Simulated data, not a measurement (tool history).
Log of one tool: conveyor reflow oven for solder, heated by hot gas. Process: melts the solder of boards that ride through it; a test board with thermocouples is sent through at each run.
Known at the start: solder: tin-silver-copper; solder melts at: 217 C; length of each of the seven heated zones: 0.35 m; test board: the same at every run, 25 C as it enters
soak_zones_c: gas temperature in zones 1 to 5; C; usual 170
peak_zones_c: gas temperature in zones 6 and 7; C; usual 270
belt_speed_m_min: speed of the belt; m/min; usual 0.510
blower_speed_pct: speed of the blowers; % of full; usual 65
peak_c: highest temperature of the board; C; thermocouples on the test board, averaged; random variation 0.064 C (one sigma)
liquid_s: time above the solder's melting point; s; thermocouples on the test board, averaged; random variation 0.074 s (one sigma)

{"run": 1, "hour": 0.0, "soak_zones_c": 170, "peak_zones_c": 270, "belt_speed_m_min": 0.51, "blower_speed_pct": 65, "peak_c": 250.59, "liquid_s": 58.07}
{"run": 2, "hour": 12.4, "soak_zones_c": 170, "peak_zones_c": 270, "belt_speed_m_min": 0.51, "blower_speed_pct": 65, "peak_c": 250.54, "liquid_s": 57.88}
{"run": 3, "hour": 34.6, "soak_zones_c": 170, "peak_zones_c": 270, "belt_speed_m_min": 0.51, "blower_speed_pct": 65, "peak_c": 250.4, "liquid_s": 57.75}
{"run": 4, "hour": 47.3, "soak_zones_c": 170, "peak_zones_c": 270, "belt_speed_m_min": 0.51, "blower_speed_pct": 65, "peak_c": 250.39, "liquid_s": 57.75}
{"run": 5, "hour": 64.2, "soak_zones_c": 170, "peak_zones_c": 270, "belt_speed_m_min": 0.51, "blower_speed_pct": 71, "peak_c": 251.58, "liquid_s": 59.07}
{"run": 6, "hour": 78.0, "soak_zones_c": 170, "peak_zones_c": 270, "belt_speed_m_min": 0.458, "blower_speed_pct": 71, "peak_c": 255.25, "liquid_s": 69.82}
{"hour": 97.0, "done": "flux residue cleaned out of gas plates and filters"}
{"run": 7, "hour": 104.7, "soak_zones_c": 170, "peak_zones_c": 270, "belt_speed_m_min": 0.458, "blower_speed_pct": 71, "peak_c": 256.47, "liquid_s": 71.26}
{"run": 8, "hour": 129.4, "soak_zones_c": 170, "peak_zones_c": 270, "belt_speed_m_min": 0.458, "blower_speed_pct": 71, "peak_c": 256.41, "liquid_s": 71.19}
{"run": 9, "hour": 155.8, "soak_zones_c": 170, "peak_zones_c": 264, "belt_speed_m_min": 0.458, "blower_speed_pct": 71, "peak_c": 250.94, "liquid_s": 66.81}
{"run": 10, "hour": 171.8, "soak_zones_c": 170, "peak_zones_c": 270, "belt_speed_m_min": 0.487, "blower_speed_pct": 65, "peak_c": 252.9, "liquid_s": 63.41}
{"run": 11, "hour": 191.0, "soak_zones_c": 170, "peak_zones_c": 270, "belt_speed_m_min": 0.487, "blower_speed_pct": 65, "peak_c": 252.8, "liquid_s": 63.25}
{"run": 12, "hour": 211.9, "soak_zones_c": 184, "peak_zones_c": 270, "belt_speed_m_min": 0.487, "blower_speed_pct": 65, "peak_c": 255.4, "liquid_s": 71.44}
{"run": 13, "hour": 228.8, "soak_zones_c": 170, "peak_zones_c": 270, "belt_speed_m_min": 0.51, "blower_speed_pct": 82, "peak_c": 254.16, "liquid_s": 61.89}
{"run": 14, "hour": 245.1, "soak_zones_c": 170, "peak_zones_c": 270, "belt_speed_m_min": 0.51, "blower_speed_pct": 82, "peak_c": 254.14, "liquid_s": 61.8}
{"run": 15, "hour": 256.3, "soak_zones_c": 170, "peak_zones_c": 270, "belt_speed_m_min": 0.51, "blower_speed_pct": 82, "peak_c": 254.15, "liquid_s": 61.72}
{"run": 16, "hour": 277.2, "soak_zones_c": 171, "peak_zones_c": 270, "belt_speed_m_min": 0.51, "blower_speed_pct": 82, "peak_c": 254.15, "liquid_s": 62.2}
{"run": 17, "hour": 294.1, "soak_zones_c": 170, "peak_zones_c": 270, "belt_speed_m_min": 0.493, "blower_speed_pct": 65, "peak_c": 251.85, "liquid_s": 61.65}
{"run": 18, "hour": 309.1, "soak_zones_c": 170, "peak_zones_c": 282, "belt_speed_m_min": 0.608, "blower_speed_pct": 58, "peak_c": 250.36, "liquid_s": 46.87}
{"run": 19, "hour": 325.3, "soak_zones_c": 158, "peak_zones_c": 282, "belt_speed_m_min": 0.608, "blower_speed_pct": 71, "peak_c": 251.06, "liquid_s": 44.48}
{"run": 20, "hour": 347.8, "soak_zones_c": 158, "peak_zones_c": 282, "belt_speed_m_min": 0.608, "blower_speed_pct": 71, "peak_c": 250.86, "liquid_s": 44.27}
{"hour": 357.9, "done": "flux residue cleaned out of gas plates and filters"}
{"run": 21, "hour": 365.9, "soak_zones_c": 182, "peak_zones_c": 270, "belt_speed_m_min": 0.51, "blower_speed_pct": 55, "peak_c": 251.99, "liquid_s": 63.98}
{"run": 22, "hour": 382.7, "soak_zones_c": 177, "peak_zones_c": 277, "belt_speed_m_min": 0.591, "blower_speed_pct": 55, "peak_c": 250.36, "liquid_s": 50.7}

Forecast run 23:
{"run": 23, "hour": 397.4, "soak_zones_c": 170, "peak_zones_c": 270, "belt_speed_m_min": 0.598, "blower_speed_pct": 70, "peak_c": "?", "liquid_s": "?"}

{"run 23": {"peak_c": 246.86, "liquid_s": 45.62}}
Without the tool's hidden state the same run would have given peak_c 245.09 C, liquid_s 43.59 s.
